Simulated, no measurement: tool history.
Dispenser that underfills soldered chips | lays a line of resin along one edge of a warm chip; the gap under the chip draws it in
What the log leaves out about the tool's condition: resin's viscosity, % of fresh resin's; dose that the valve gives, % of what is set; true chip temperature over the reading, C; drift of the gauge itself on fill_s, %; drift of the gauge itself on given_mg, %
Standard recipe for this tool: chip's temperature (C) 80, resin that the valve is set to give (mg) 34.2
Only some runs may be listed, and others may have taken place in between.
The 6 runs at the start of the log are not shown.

run	hour	chip's temperature (C)	resin that the valve is set to give (mg)	hours of work since the syringe was changed	hours of work since the valve was cleaned	hours of work since the stage was calibrated	time until the resin shows at the far edge (s)	resin that the valve gave (mg)
7	27.3	80	34.2	6	14	97	40.0	33.91
8	33.1	80	34.2	11	18	102	52.0	33.85
# hour 34.2: new syringe of resin
9	38.5	80	36.2	3	22	106	32.0	35.64
10	45.0	80	36.2	8	27	111	44.0	35.77
# hour 49.4: new syringe of resin
11	49.4	80	36.2	0	30	114	25.3	35.47
12	54.9	80	36.2	4	35	118	32.6	35.39
13	58.3	80	36.2	7	37	121	38.3	35.34
# hour 64.4: new syringe of resin
14	65.2	80	36.2	1	42	126	26.4	35.29
15	68.8	80	29.2	3	45	128	33.0	28.37
16	74.0	80	29.2	7	49	132	42.8	28.37
17	77.7	80	29.2	10	52	135	51.3	28.14
# hour 79.4: new syringe of resin
18	82.2	80	29.2	2	55	138	30.4	28.31
19	87.9	93	36.6	6	59	143	25.6	35.43
# hour 94.6: new syringe of resin
20	95.0	80	37.6	0	65	148	25.8	36.15
21	98.5	82	39.7	3	67	151	29.7	38.32
22	103.6	77	40.6	7	71	155	42.3	39.07
23	109.0	77	40.6	11	75	159	57.3	38.79
# hour 109.7: new syringe of resin
24	115.2	66	42.7	4	80	163	54.0	40.74

Predict the results of run 25:
25	118.1	66	42.7	6	82	165	?	?

{"run 25": {"time until the resin shows at the far edge (s)": 61.5, "resin that the valve gave (mg)": 40.84}}
Take away the tool's hidden state, keep the run-to-run variation as it was, and the same run would have given time until the resin shows at the far edge (s) 42.8, resin that the valve gave (mg) 42.75.

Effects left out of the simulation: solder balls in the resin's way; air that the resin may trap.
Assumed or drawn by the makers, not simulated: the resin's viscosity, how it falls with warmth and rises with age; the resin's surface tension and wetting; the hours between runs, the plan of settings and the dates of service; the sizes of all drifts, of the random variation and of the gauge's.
